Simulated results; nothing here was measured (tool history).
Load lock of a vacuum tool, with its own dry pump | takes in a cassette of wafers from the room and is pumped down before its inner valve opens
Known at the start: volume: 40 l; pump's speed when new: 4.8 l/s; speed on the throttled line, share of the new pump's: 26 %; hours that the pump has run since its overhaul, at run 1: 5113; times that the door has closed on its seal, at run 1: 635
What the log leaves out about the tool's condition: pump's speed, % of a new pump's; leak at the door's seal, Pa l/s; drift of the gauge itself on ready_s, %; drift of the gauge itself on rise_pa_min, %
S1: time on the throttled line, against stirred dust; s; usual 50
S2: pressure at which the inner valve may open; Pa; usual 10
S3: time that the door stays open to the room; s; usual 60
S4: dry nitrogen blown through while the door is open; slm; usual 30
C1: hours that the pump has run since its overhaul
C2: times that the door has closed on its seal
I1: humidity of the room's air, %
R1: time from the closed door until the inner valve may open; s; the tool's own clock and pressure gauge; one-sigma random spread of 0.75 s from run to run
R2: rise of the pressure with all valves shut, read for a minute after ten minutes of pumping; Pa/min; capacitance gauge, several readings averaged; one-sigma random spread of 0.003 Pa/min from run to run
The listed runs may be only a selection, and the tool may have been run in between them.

run	hour	S1	S2	S3	S4	C1	C2	I1	R1	R2
1	0	50	10	60	30	5113	635	46.3	123.5	0.039
2	92.9	35	10	60	30	5205	960	42	113.2	0.036
3	190.1	35	18	60	30	5303	1300	43.5	107.6	0.039
4	316.7	50	10	60	30	5429	1742	44.7	124.1	0.038
5	409.7	50	7	60	30	5522	2067	43.9	128.8	0.043
6	543.3	50	10	60	21	5656	2534	43.7	123.7	0.047
7	692.2	50	10	60	21	5805	3055	42.6	125	0.053
8	826.4	50	10	60	30	5939	3524	41.4	125.4	0.042
9	930.2	50	10	60	30	6043	3887	43.1	125.6	0.051
10	1019.4	50	10	60	30	6132	4199	45.1	123.1	0.052
11	1160.3	50	10	60	30	6273	4692	46.3	126.5	0.057
12	1288.5	50	10	60	30	6401	5139	42.1	125.4	0.056
13	1461.5	50	10	60	30	6574	5744	45.6	126.4	0.053
14	1573.9	87	10	60	30	6686	6137	46.1	152	0.063
15	1671	87	10	60	30	6784	6477	44	151.3	0.062
16	1800	87	10	60	30	6913	6928	44.5	153.1	0.061
17	1918.5	50	10	60	30	7031	7342	46.3	127.8	0.062
18	2067.7	50	10	60	30	7180	7863	49.2	126.8	0.063
19	2180.3	45	9	39	35	7293	8257	42.4	126.4	0.051
20	2321.8	33	12	56	19	7434	8752	44.5	114.6	0.072
21	2490.6	33	12	56	19	7603	9342	49.9	114.9	0.083
22	2621.5	33	12	56	19	7734	9799	44.2	115.9	0.08
23	2692	33	12	56	19	7805	10046	44.3	115.3	0.081
24	2783.9	33	12	56	19	7896	10367	45	115.6	0.084
25	2859.6	33	12	56	19	7972	10632	42.1	115.5	0.078
26	2949.6	61	10	101	30	8062	10946	43.9	137.6	0.091
27	3069.4	61	10	101	30	8182	11365	45	136.7	0.09
28	3166.7	53	9	240	13	8279	11705	44.1	135.1	0.13
29	3243	53	12	240	9	8356	11972	45.8	129	0.141
30	3354.5	36	12	240	13	8467	12362	44.3	119.6	0.128
31	3470	36	12	240	13	8583	12765	38.6	119.9	0.117
32	3620.1	50	8	27	30	8733	13290	40	134.7	0.076
33	3748.4	50	15	60	30	8861	13739	42.9	126.5	0.09
34	3849	50	15	60	30	8962	14091	44.2	125.9	0.1
35	4005.8	50	15	60	27	9118	14639	41.7	126.3	0.097
36	4098.1	82	15	31	19	9211	14961	45	149.3	0.104

Each row is a separate what-if for the run after 36, all from the same tool condition, not one after another. Results?
A	4249.9	82	10	148	30	9362	15492	42.3	?	?
B	4249.9	82	15	31	10	9362	15492	44.1	?	?
C	4249.9	100	15	31	30	9362	15492	45.9	?	?

run	R1	R2
A	152.7	0.116
B	149.2	0.109
C	161.6	0.097
Had the tool no hidden state, the same runs would have come out as:
run	R1	R2
A	137.2	0.05
B	134.6	0.044
C	148.2	0.032
